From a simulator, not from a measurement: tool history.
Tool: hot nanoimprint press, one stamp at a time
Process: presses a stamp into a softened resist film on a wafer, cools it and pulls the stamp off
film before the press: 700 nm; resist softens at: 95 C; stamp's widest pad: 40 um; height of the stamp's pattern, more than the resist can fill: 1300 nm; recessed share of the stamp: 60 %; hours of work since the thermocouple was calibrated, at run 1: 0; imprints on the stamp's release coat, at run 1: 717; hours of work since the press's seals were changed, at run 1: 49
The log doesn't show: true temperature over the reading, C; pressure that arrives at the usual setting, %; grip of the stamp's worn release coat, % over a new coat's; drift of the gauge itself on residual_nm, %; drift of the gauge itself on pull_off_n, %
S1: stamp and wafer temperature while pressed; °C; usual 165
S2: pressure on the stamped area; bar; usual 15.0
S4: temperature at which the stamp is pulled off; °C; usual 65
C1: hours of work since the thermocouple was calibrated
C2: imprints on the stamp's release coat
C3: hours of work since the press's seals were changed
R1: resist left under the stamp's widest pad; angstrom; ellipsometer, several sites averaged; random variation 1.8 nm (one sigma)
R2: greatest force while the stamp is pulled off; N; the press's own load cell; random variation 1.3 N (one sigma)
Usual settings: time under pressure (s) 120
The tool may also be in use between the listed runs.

run 1 hour=0.0 | S1=165 S2=15.0 time_under_pressure_(s)=120 S4=65 | C1=0 C2=717 C3=49 | R1=3863 R2=212
run 2 hour=47.3 | S1=165 S2=15.0 time_under_pressure_(s)=120 S4=65 | C1=33 C2=832 C3=82 | R1=3901 R2=218
run 3 hour=96.4 | S1=165 S2=15.0 time_under_pressure_(s)=120 S4=65 | C1=67 C2=951 C3=116 | R1=3887 R2=221
-- hour=115.4 stamp cleaned and given a new release coat
run 4 hour=130.7 | S1=165 S2=15.0 time_under_pressure_(s)=120 S4=65 | C1=86 C2=37 C3=136 | R1=3909 R2=205
run 5 hour=174.5 | S1=165 S2=15.0 time_under_pressure_(s)=120 S4=65 | C1=117 C2=144 C3=166 | R1=3936 R2=207
run 6 hour=219.1 | S1=165 S2=9.7 time_under_pressure_(s)=120 S4=65 | C1=148 C2=252 C3=197 | R1=4840 R2=213
run 7 hour=276.8 | S1=165 S2=9.7 time_under_pressure_(s)=120 S4=65 | C1=188 C2=392 C3=237 | R1=4836 R2=213
run 8 hour=330.3 | S1=165 S2=9.7 time_under_pressure_(s)=120 S4=65 | C1=225 C2=521 C3=274 | R1=4843 R2=216
run 9 hour=385.6 | S1=165 S2=9.7 time_under_pressure_(s)=120 S4=65 | C1=263 C2=656 C3=312 | R1=4867 R2=220
run 10 hour=435.0 | S1=165 S2=9.7 time_under_pressure_(s)=120 S4=65 | C1=297 C2=776 C3=347 | R1=4908 R2=224
run 11 hour=487.9 | S1=165 S2=15.0 time_under_pressure_(s)=120 S4=65 | C1=334 C2=904 C3=383 | R1=4084 R2=226
-- hour=495.5 plate thermocouple calibrated
-- hour=529.3 stamp cleaned and given a new release coat
run 12 hour=533.4 | S1=165 S2=15.0 time_under_pressure_(s)=120 S4=65 | C1=22 C2=10 C3=409 | R1=4232 R2=217
run 13 hour=562.4 | S1=165 S2=15.0 time_under_pressure_(s)=120 S4=65 | C1=42 C2=81 C3=429 | R1=4216 R2=217
run 14 hour=597.3 | S1=165 S2=15.0 time_under_pressure_(s)=120 S4=65 | C1=66 C2=165 C3=453 | R1=4244 R2=217
-- hour=645.5 plate thermocouple calibrated, once more
run 15 hour=650.1 | S1=165 S2=15.0 time_under_pressure_(s)=151 S4=65 | C1=3 C2=286 C3=487 | R1=3716 R2=211
run 16 hour=690.1 | S1=164 S2=15.0 time_under_pressure_(s)=120 S4=65 | C1=31 C2=383 C3=515 | R1=4075 R2=212
run 17 hour=733.3 | S1=165 S2=21.8 time_under_pressure_(s)=219 S4=65 | C1=61 C2=488 C3=545 | R1=2701 R2=213
run 18 hour=786.2 | S1=163 S2=10.3 time_under_pressure_(s)=120 S4=65 | C1=98 C2=616 C3=582 | R1=4932 R2=214
run 19 hour=843.6 | S1=171 S2=12.6 time_under_pressure_(s)=134 S4=70 | C1=137 C2=755 C3=621 | R1=3637 R2=197
run 20 hour=870.5 | S1=171 S2=18.2 time_under_pressure_(s)=205 S4=50 | C1=156 C2=821 C3=640 | R1=2589 R2=290
run 21 hour=912.8 | S1=171 S2=18.2 time_under_pressure_(s)=62 S4=50 | C1=185 C2=923 C3=669 | R1=3824 R2=294
run 22 hour=936.4 | S1=171 S2=18.2 time_under_pressure_(s)=62 S4=50 | C1=202 C2=980 C3=686 | R1=3809 R2=294
-- hour=945.7 stamp cleaned and given a new release coat
run 23 hour=999.4 | S1=173 S2=15.0 time_under_pressure_(s)=120 S4=65 | C1=241 C2=131 C3=725 | R1=3319 R2=212
run 24 hour=1049.0 | S1=173 S2=17.6 time_under_pressure_(s)=120 S4=65 | C1=275 C2=251 C3=760 | R1=3054 R2=214
run 25 hour=1090.7 | S1=167 S2=10.3 time_under_pressure_(s)=80 S4=70 | C1=304 C2=352 C3=788 | R1=5104 R2=197
run 26 hour=1115.8 | S1=165 S2=15.0 time_under_pressure_(s)=120 S4=57 | C1=322 C2=413 C3=806 | R1=4160 R2=252
run 27 hour=1139.2 | S1=173 S2=15.0 time_under_pressure_(s)=120 S4=57 | C1=338 C2=470 C3=822 | R1=3379 R2=254
run 28 hour=1186.6 | S1=173 S2=15.0 time_under_pressure_(s)=120 S4=57 | C1=371 C2=584 C3=855 | R1=3377 R2=258

Measured less the same run without the tool's hidden state. The same run-to-run variation is in both; the gauge's scatter may not be:
run=1 R1=+14 R2=+13
run=2 R1=+35 R2=+16
run=3 R1=+54 R2=+19
run=4 R1=+67 R2=+3
run=5 R1=+85 R2=+6
run=6 R1=+95 R2=+8
run=7 R1=+119 R2=+11
run=8 R1=+138 R2=+14
run=9 R1=+159 R2=+17
run=10 R1=+180 R2=+21
run=11 R1=+217 R2=+23
run=12 R1=+353 R2=+13
run=13 R1=+363 R2=+14
run=14 R1=+379 R2=+16
run=15 R1=+78 R2=+6
run=16 R1=+98 R2=+9
run=17 R1=+112 R2=+11
run=18 R1=+117 R2=+14
run=19 R1=+136 R2=+16
run=20 R1=+136 R2=+23
run=21 R1=+191 R2=+27
run=22 R1=+200 R2=+29
run=23 R1=+188 R2=+8
run=24 R1=+207 R2=+11
run=25 R1=+223 R2=+13
run=26 R1=+277 R2=+16
run=27 R1=+242 R2=+17
run=28 R1=+258 R2=+21
